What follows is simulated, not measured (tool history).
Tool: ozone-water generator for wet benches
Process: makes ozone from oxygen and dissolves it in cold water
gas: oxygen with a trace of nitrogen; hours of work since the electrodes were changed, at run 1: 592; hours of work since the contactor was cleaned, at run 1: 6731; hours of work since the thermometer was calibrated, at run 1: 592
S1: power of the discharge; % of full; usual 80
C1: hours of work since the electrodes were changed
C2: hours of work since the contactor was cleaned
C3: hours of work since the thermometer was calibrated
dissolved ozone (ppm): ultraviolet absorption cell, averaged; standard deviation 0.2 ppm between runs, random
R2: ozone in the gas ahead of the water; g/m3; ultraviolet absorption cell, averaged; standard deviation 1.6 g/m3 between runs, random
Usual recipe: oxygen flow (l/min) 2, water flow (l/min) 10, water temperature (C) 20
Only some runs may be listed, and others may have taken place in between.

Run 1, hour 0: usual settings; C1 592; C2 6731; C3 592. Result: dissolved ozone (ppm) 27.9, R2 307.9 g/m3.
Run 2, hour 73.6: usual settings but water temperature (C) 15; C1 645; C2 6784; C3 645. Result: dissolved ozone (ppm) 29.1, R2 308.9 g/m3.
Run 3, hour 176.3: usual settings but water temperature (C) 15; C1 720; C2 6858; C3 720. Result: dissolved ozone (ppm) 29.3, R2 306 g/m3.
Run 4, hour 284.7: usual settings but water temperature (C) 15; C1 798; C2 6937; C3 798. Result: dissolved ozone (ppm) 29.5, R2 307.8 g/m3.
Run 5, hour 408.1: usual settings but water flow (l/min) 9, water temperature (C) 15; C1 887; C2 7026; C3 887. Result: dissolved ozone (ppm) 31.5, R2 310.7 g/m3.
Run 6, hour 511.3: usual settings but water flow (l/min) 9, water temperature (C) 15; C1 962; C2 7101; C3 962. Result: dissolved ozone (ppm) 31.6, R2 307.2 g/m3.
Run 7, hour 590.7: usual settings but water flow (l/min) 9, water temperature (C) 15; C1 1020; C2 7158; C3 1020. Result: dissolved ozone (ppm) 31.4, R2 306.9 g/m3.
Run 8, hour 671.4: usual settings but water flow (l/min) 9, water temperature (C) 15; C1 1078; C2 7217; C3 1078. Result: dissolved ozone (ppm) 31.1, R2 306.6 g/m3.
Run 9, hour 762.5: usual settings but water flow (l/min) 9, water temperature (C) 15; C1 1144; C2 7283; C3 1144. Result: dissolved ozone (ppm) 30.9, R2 303.8 g/m3.
Run 10, hour 897.5: usual settings; C1 1242; C2 7381; C3 1242. Result: dissolved ozone (ppm) 27.3, R2 305.5 g/m3.
Run 11, hour 1040.5: usual settings but oxygen flow (l/min) 1.05; C1 1345; C2 7484; C3 1345. Result: dissolved ozone (ppm) 21.8, R2 380.6 g/m3.
Run 12, hour 1154.5: usual settings; C1 1428; C2 7567; C3 1428. Result: dissolved ozone (ppm) 26.9, R2 307.7 g/m3.
Run 13, hour 1287.2: usual settings; C1 1524; C2 7663; C3 1524. Result: dissolved ozone (ppm) 27.1, R2 305.3 g/m3.
At hour 1300.4: water thermometer calibrated.
Run 14, hour 1397.8: usual settings; C1 1604; C2 7743; C3 71. Result: dissolved ozone (ppm) 26.8, R2 305 g/m3.
Run 15, hour 1501: usual settings; C1 1679; C2 7817; C3 145. Result: dissolved ozone (ppm) 27, R2 305.6 g/m3.
Run 16, hour 1628.2: usual settings; C1 1771; C2 7909; C3 237. Result: dissolved ozone (ppm) 26.8, R2 304.5 g/m3.
Run 17, hour 1744.1: usual settings; C1 1855; C2 7993; C3 321. Result: dissolved ozone (ppm) 26.7, R2 304.1 g/m3.
At hour 1869.5: water thermometer calibrated, once more.
Run 18, hour 1883.8: usual settings but oxygen flow (l/min) 1.79, water temperature (C) 13; C1 1956; C2 8094; C3 10. Result: dissolved ozone (ppm) 27.9, R2 316.5 g/m3.
Run 19, hour 1952.9: usual settings but S1 88 % of full, oxygen flow (l/min) 2.16, water flow (l/min) 15, water temperature (C) 15; C1 2006; C2 8144; C3 60. Result: dissolved ozone (ppm) 22.2, R2 317.4 g/m3.
Run 20, hour 2042.1: usual settings but S1 86 % of full, oxygen flow (l/min) 1.16, water flow (l/min) 14, water temperature (C) 15; C1 2070; C2 8209; C3 125. Result: dissolved ozone (ppm) 17.9, R2 384.3 g/m3.
Run 21, hour 2137.5: usual settings but S1 50 % of full, oxygen flow (l/min) 1.16, water flow (l/min) 14, water temperature (C) 15; C1 2139; C2 8278; C3 194. Result: dissolved ozone (ppm) 11.8, R2 254.2 g/m3.
Run 22, hour 2209.8: usual settings but S1 50 % of full, oxygen flow (l/min) 1.07, water flow (l/min) 14, water temperature (C) 16; C1 2192; C2 8330; C3 247. Result: dissolved ozone (ppm) 11.4, R2 262.2 g/m3.
Run 23, hour 2298.8: usual settings but S1 94 % of full, water flow (l/min) 15; C1 2256; C2 8395; C3 311. Result: dissolved ozone (ppm) 21.4, R2 339 g/m3.
Run 24, hour 2411.1: usual settings but S1 45 % of full, oxygen flow (l/min) 2.87; C1 2337; C2 8476; C3 392. Result: dissolved ozone (ppm) 18.4, R2 170.9 g/m3.
Run 25, hour 2498.1: usual settings but S1 45 % of full, oxygen flow (l/min) 2.87; C1 2400; C2 8539; C3 455. Result: dissolved ozone (ppm) 17.9, R2 173.5 g/m3.
Run 26, hour 2607.9: usual settings but S1 45 % of full, oxygen flow (l/min) 2.87; C1 2480; C2 8619; C3 535. Result: dissolved ozone (ppm) 18.8, R2 169.6 g/m3.
Run 27, hour 2704.3: usual settings but S1 45 % of full, oxygen flow (l/min) 2.87; C1 2550; C2 8688; C3 605. Result: dissolved ozone (ppm) 18.3, R2 170.4 g/m3.
Run 28, hour 2806.3: usual settings but S1 76 % of full, oxygen flow (l/min) 2.69; C1 2624; C2 8762; C3 678. Result: dissolved ozone (ppm) 27.1, R2 262.4 g/m3.
At hour 2830.7: contactor cleaned.
Run 29, hour 2953.5: usual settings but S1 76 % of full, oxygen flow (l/min) 2.69; C1 2727; C2 89; C3 782. Result: dissolved ozone (ppm) 29, R2 259.9 g/m3.
Run 30, hour 3030.1: usual settings but S1 63 % of full, oxygen flow (l/min) 2.69, water temperature (C) 14; C1 2783; C2 144; C3 838. Result: dissolved ozone (ppm) 27.2, R2 225.1 g/m3.
Run 31, hour 3103: usual settings but S1 63 % of full, oxygen flow (l/min) 2.69, water temperature (C) 14; C1 2836; C2 197; C3 891. Result: dissolved ozone (ppm) 27.1, R2 225.4 g/m3.
Run 32, hour 3209.2: usual settings but S1 63 % of full, oxygen flow (l/min) 2.69, water temperature (C) 14; C1 2913; C2 274; C3 967. Result: dissolved ozone (ppm) 27.3, R2 220.8 g/m3.

Hidden state or all else? Some run-to-run changes of dissolved ozone (ppm), split into what the settings, what came in and random variation would give without the hidden state, and what is left for the hidden state (with any gauge scatter that isn't in both results):
Hidden state present: yield of the discharge, % of new electrodes'; contactor's efficiency, % of a clean one's; true water temperature over the reading, C; drift of the gauge itself on ozone_ppm, %; drift of the gauge itself on gas_g_m3, %.
Run 20 -> 21: S1 86 -> 50. dissolved ozone (ppm) -6.1: hidden state +0.8, all else -6.9.
Run 22 -> 23: S1 50 -> 94, oxygen flow (l/min) 1.07 -> 2, water flow (l/min) 14 -> 15, water temperature (C) 16 -> 20. dissolved ozone (ppm) +10: hidden state -1.2, all else +11.2.
Run 27 -> 28: S1 45 -> 76, oxygen flow (l/min) 2.87 -> 2.69. dissolved ozone (ppm) +8.8: hidden state -1.2, all else +10.
Run 28 -> 29: contactor cleaned. dissolved ozone (ppm) +1.9: hidden state +1.7, all else +0.2.

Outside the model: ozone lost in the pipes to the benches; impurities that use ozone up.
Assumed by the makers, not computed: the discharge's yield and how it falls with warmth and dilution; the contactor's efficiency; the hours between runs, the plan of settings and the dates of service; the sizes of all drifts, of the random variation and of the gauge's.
